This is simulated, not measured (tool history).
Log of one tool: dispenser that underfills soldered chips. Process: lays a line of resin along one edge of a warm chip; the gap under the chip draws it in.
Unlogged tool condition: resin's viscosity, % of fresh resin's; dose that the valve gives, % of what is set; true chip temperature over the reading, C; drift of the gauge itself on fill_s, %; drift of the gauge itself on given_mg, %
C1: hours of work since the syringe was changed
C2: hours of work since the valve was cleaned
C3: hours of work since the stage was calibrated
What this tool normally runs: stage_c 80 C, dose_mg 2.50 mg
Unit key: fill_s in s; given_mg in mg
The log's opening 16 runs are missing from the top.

run 17 day=8.817 | stage_c=80 dose_mg=3.16 | C1=8 C2=22 C3=316 | fill_s=80.9 given_mg=3.126
-- day=8.962 new syringe of resin
run 18 day=9.525 | stage_c=79 dose_mg=2.39 | C1=8 C2=32 C3=326 | fill_s=85.1 given_mg=2.358
-- day=9.721 new syringe of resin
run 19 day=10.175 | stage_c=94 dose_mg=2.59 | C1=7 C2=41 C3=336 | fill_s=44.8 given_mg=2.552
-- day=10.446 new syringe of resin
run 20 day=10.504 | stage_c=94 dose_mg=2.59 | C1=1 C2=46 C3=341 | fill_s=28.0 given_mg=2.547
-- day=11.000 dispensing valve cleaned and set on the balance
run 21 day=11.062 | stage_c=94 dose_mg=2.59 | C1=9 C2=1 C3=348 | fill_s=49.8 given_mg=2.589
-- day=11.204 new syringe of resin
run 22 day=11.375 | stage_c=74 dose_mg=2.77 | C1=3 C2=5 C3=353 | fill_s=66.3 given_mg=2.755
-- day=11.929 new syringe of resin
run 23 day=11.942 | stage_c=80 dose_mg=2.50 | C1=0 C2=14 C3=361 | fill_s=44.8 given_mg=2.482
run 24 day=12.362 | stage_c=80 dose_mg=2.50 | C1=6 C2=20 C3=367 | fill_s=71.3 given_mg=2.490
-- day=12.638 new syringe of resin
run 25 day=12.838 | stage_c=80 dose_mg=2.50 | C1=3 C2=27 C3=374 | fill_s=54.7 given_mg=2.467
-- day=13.358 new syringe of resin
run 26 day=13.358 | stage_c=80 dose_mg=2.50 | C1=0 C2=34 C3=382 | fill_s=44.2 given_mg=2.466
run 27 day=13.792 | stage_c=80 dose_mg=2.21 | C1=6 C2=41 C3=388 | fill_s=74.9 given_mg=2.183
-- day=14.071 new syringe of resin
run 28 day=14.438 | stage_c=72 dose_mg=2.22 | C1=5 C2=50 C3=397 | fill_s=96.0 given_mg=2.180
-- day=14.675 dispensing valve cleaned and set on the balance
-- day=14.825 new syringe of resin
run 29 day=14.838 | stage_c=75 dose_mg=2.27 | C1=0 C2=2 C3=403 | fill_s=56.2 given_mg=2.264
run 30 day=15.492 | stage_c=82 dose_mg=2.75 | C1=10 C2=12 C3=412 | fill_s=88.9 given_mg=2.734
-- day=15.533 new syringe of resin
run 31 day=16.054 | stage_c=73 dose_mg=2.38 | C1=8 C2=20 C3=421 | fill_s=107.1 given_mg=2.368

5 options for the next run, each taken on its own from the tool as it stands now. Forecast them:
-- day=16.262 new syringe of resin
run A day=16.558 | stage_c=74 dose_mg=2.30 | C1=4 C2=27 C3=428 | fill_s=? given_mg=?
-- day=16.262 new syringe of resin
run B day=16.558 | stage_c=72 dose_mg=2.85 | C1=4 C2=27 C3=428 | fill_s=? given_mg=?
-- day=16.262 new syringe of resin
run C day=16.558 | stage_c=72 dose_mg=2.63 | C1=4 C2=27 C3=428 | fill_s=? given_mg=?
-- day=16.262 new syringe of resin
run D day=16.558 | stage_c=87 dose_mg=2.31 | C1=4 C2=27 C3=428 | fill_s=? given_mg=?
-- day=16.262 new syringe of resin
run E day=16.558 | stage_c=80 dose_mg=2.46 | C1=4 C2=27 C3=428 | fill_s=? given_mg=?

run=A fill_s=77.7 given_mg=2.285
run=B fill_s=82.9 given_mg=2.824
run=C fill_s=84.2 given_mg=2.613
run=D fill_s=48.7 given_mg=2.290
run=E fill_s=61.5 given_mg=2.442
With no hidden state in the tool, these same runs would have given:
run=A fill_s=51.5 given_mg=2.304
run=B fill_s=54.9 given_mg=2.848
run=C fill_s=55.7 given_mg=2.635
run=D fill_s=32.6 given_mg=2.309
run=E fill_s=40.8 given_mg=2.462

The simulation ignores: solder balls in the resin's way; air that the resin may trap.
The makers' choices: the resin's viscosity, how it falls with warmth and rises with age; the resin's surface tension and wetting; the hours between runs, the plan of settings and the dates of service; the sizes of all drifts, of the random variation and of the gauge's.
